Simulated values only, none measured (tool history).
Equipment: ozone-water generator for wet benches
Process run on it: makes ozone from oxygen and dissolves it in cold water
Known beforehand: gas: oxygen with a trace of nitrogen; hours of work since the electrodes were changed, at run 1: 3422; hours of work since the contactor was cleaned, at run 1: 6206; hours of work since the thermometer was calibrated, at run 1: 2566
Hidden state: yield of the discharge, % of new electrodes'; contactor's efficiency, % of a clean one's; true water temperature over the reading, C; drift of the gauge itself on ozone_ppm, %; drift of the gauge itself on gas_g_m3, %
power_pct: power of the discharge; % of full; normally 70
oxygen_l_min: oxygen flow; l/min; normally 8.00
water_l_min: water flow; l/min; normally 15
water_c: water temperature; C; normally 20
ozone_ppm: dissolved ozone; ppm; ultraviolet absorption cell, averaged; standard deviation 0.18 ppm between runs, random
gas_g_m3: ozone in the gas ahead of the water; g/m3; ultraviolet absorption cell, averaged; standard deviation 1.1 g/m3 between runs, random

run,hour,power_pct,oxygen_l_min,water_l_min,water_c,hours of work since the electrodes were changed,hours of work since the contactor was cleaned,hours of work since the thermometer was calibrated,ozone_ppm,gas_g_m3
1,0.0,70,8.00,15,20,3422,6206,2566,20.1,182.7
2,91.4,70,8.00,15,20,3487,6270,2631,20.0,184.0
3,193.2,70,8.00,15,20,3559,6342,2703,19.7,181.9
4,259.6,66,8.00,15,20,3605,6389,2749,19.4,174.8
5,349.0,66,8.00,15,20,3669,6452,2812,19.4,177.7
6,467.2,66,8.00,15,20,3752,6535,2896,19.3,176.2
7,522.6,66,8.00,15,20,3791,6574,2935,19.1,175.6
8,630.0,66,8.00,15,23,3867,6650,3011,18.1,177.5
9,753.6,66,8.00,15,23,3954,6737,3098,17.7,175.5
10,844.6,66,8.00,15,23,4018,6801,3162,18.0,176.5
11,907.8,66,8.00,15,23,4063,6846,3207,17.8,174.7
12,1013.2,85,8.00,15,23,4137,6920,3281,20.2,197.2
# hour 1057.2: water thermometer calibrated
13,1126.0,70,8.00,15,13,4216,7000,49,22.5,177.8
# hour 1137.2: contactor cleaned
14,1215.8,70,8.00,15,13,4277,55,109,20.6,178.4
15,1295.8,70,8.97,15,13,4333,112,165,20.8,170.6
16,1368.1,70,8.00,15,22,4384,163,216,17.5,178.3
17,1500.2,70,8.00,15,20,4477,256,310,17.9,177.5
18,1614.2,70,8.00,15,20,4558,336,390,17.9,176.9
19,1745.5,59,6.77,15,21,4650,429,483,16.5,176.2
20,1849.9,74,7.62,23,27,4724,503,556,12.0,184.5
# hour 1909.9: contactor cleaned, once more
21,1913.6,74,5.99,21,12,4766,3,598,19.6,210.2
22,2017.1,84,14.24,19,20,4839,76,671,17.9,141.5
23,2099.3,89,8.00,15,14,4897,134,729,26.4,196.9
24,2177.8,89,8.00,10,25,4952,189,785,26.1,195.4
25,2313.9,63,8.55,21,20,5048,285,881,15.7,159.8
26,2371.0,84,9.87,11,19,5088,325,921,26.6,170.9
27,2489.1,61,14.17,21,20,5172,408,1004,14.3,121.4
28,2599.9,61,14.17,21,20,5250,487,1082,14.3,122.4
29,2671.1,42,8.00,15,20,5300,537,1133,16.6,138.4
30,2786.0,42,8.00,15,20,5381,618,1214,16.5,137.2
31,2902.5,70,8.00,19,18,5463,700,1296,18.2,175.0
32,2986.1,81,6.07,10,18,5522,759,1355,30.3,210.9
33,3042.1,81,6.07,10,18,5562,798,1394,30.6,212.0
34,3139.3,81,6.07,10,18,5630,867,1463,30.3,212.1

3 options for the next run, each taken on its own from the tool as it stands now. Forecast them:
A,3254.0,43,8.00,15,21,5711,948,1544,?,?
B,3254.0,49,6.07,10,14,5711,948,1544,?,?
C,3254.0,70,8.00,9,20,5711,948,1544,?,?

run,ozone_ppm,gas_g_m3
A,16.2,138.2
B,26.0,168.6
C,26.9,172.7
Had the tool no hidden state, the same runs would have come out as:
run,ozone_ppm,gas_g_m3
A,18.6,154.6
B,30.0,190.6
C,31.9,200.1
